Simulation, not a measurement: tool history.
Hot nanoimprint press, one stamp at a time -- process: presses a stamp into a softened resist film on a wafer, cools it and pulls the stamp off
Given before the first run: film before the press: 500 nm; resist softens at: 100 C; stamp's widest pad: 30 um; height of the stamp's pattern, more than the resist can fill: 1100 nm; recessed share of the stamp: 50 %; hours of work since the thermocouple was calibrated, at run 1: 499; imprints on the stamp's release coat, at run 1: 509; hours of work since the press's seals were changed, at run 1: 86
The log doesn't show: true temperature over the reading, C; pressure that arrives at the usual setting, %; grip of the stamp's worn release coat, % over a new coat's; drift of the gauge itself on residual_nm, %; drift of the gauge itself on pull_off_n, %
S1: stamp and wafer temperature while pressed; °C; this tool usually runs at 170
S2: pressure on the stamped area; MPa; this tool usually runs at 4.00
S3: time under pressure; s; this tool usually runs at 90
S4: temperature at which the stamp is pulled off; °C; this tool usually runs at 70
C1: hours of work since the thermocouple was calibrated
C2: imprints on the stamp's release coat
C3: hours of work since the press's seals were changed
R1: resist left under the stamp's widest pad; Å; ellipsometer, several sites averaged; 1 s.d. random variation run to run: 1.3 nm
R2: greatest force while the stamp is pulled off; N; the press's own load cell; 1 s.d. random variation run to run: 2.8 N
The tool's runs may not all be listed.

run,hour,S1,S2,S3,S4,C1,C2,C3,R1,R2
1,0.0,170,4.00,90,70,499,509,86,2512,131
2,10.7,170,4.00,90,70,507,568,94,2526,132
3,15.4,170,4.00,90,70,511,594,98,2549,134
4,22.2,170,4.00,90,70,516,632,103,2520,130
5,30.0,170,4.00,90,70,522,675,109,2546,131
6,39.8,170,4.00,90,70,530,729,117,2543,131
7,48.8,170,4.00,90,70,537,779,124,2548,126
8,57.1,175,4.00,90,70,544,825,130,2026,131
9,61.6,175,4.00,90,70,547,849,134,2034,125
10,68.7,175,4.00,74,70,553,888,139,2194,129
11,76.9,175,4.00,74,70,559,934,146,2200,129
12,87.8,170,4.00,90,70,567,994,154,2543,133
13,98.4,170,4.00,90,70,576,1053,162,2521,127
14,103.5,170,4.00,90,70,580,1081,166,2553,134
15,112.3,170,4.00,96,70,587,1130,173,2479,136
16,119.5,160,4.26,54,68,592,1169,179,4076,141
17,124.7,170,4.00,60,74,596,1198,183,2934,121
# hour 128.7: plate thermocouple calibrated
18,133.8,170,4.00,60,74,4,1232,188,2955,118
19,139.0,170,4.00,90,67,8,1261,192,2555,137
20,149.0,170,4.00,90,67,16,1316,199,2545,139
21,154.3,170,4.00,90,67,20,1345,203,2526,129
22,164.1,179,4.00,90,64,28,1400,211,1721,144
23,172.7,166,3.66,60,60,34,1447,218,3499,154
24,178.9,172,3.66,60,67,39,1481,223,2795,136
25,188.0,179,6.16,46,65,46,1531,230,1838,141
26,198.0,170,4.05,90,70,54,1587,237,2555,129
27,206.6,163,4.07,90,69,61,1634,244,3356,134
28,213.4,173,2.87,76,70,66,1672,249,2760,134
29,221.8,172,4.03,54,71,72,1718,256,2796,129
30,232.1,172,4.03,54,71,80,1775,264,2809,128

Describe how what the log doesn't record of the tool's condition differs between the last listed run preceding each entry between runs and the first listed run following it.
Logged between run 17 and run 18: plate thermocouple calibrated (hour 128.7)
  true temperature over the reading, C: 0.01 -> 0; drift of the gauge itself on residual_nm, %: 1.04 -> 1.09
  difference, measured minus the result without the unlogged condition, R1: +29 -> +32 Å

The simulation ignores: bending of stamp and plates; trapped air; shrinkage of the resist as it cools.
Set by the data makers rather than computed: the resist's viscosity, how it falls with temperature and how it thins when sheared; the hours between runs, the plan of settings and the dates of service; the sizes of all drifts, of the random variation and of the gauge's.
